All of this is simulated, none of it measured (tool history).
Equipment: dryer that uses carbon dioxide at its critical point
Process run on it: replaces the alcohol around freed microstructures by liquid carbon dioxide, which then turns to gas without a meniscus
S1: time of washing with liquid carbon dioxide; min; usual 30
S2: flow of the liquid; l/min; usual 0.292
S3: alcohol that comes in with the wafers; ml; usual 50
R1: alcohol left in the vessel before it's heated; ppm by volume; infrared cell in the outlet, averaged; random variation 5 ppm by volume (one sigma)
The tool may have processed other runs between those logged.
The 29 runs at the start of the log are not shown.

run    hour  S1     S2  S3   R1
 30   925.9  30  0.215  32  239
 31   959.6  31  0.234  38  181
 32   986.1  27  0.319  50  129
 33  1003.9  27  0.319  50  112
 34    1024  21  0.276  47  503
 35  1059.3  21  0.276  47  506
 36  1081.5  30  0.327  25   92
 37  1101.6  30  0.327  25   90
 38  1130.9  30  0.327  25  100
 39  1172.3  22  0.238  31  580
 40  1191.5  23  0.426  21  102

Predict each of these 3 candidate next runs independently; none follows another, all start after run 40:
  A  1211.9  43  0.312  50   ?
  B  1211.9  23  0.292  52   ?
  C  1211.9  33  0.254  36   ?

run   R1
  A   93
  B  351
  C  143
With the hidden condition removed and each run's random variation left untouched, the same runs would have given:
run   R1
  A    2
  B  157
  C   29

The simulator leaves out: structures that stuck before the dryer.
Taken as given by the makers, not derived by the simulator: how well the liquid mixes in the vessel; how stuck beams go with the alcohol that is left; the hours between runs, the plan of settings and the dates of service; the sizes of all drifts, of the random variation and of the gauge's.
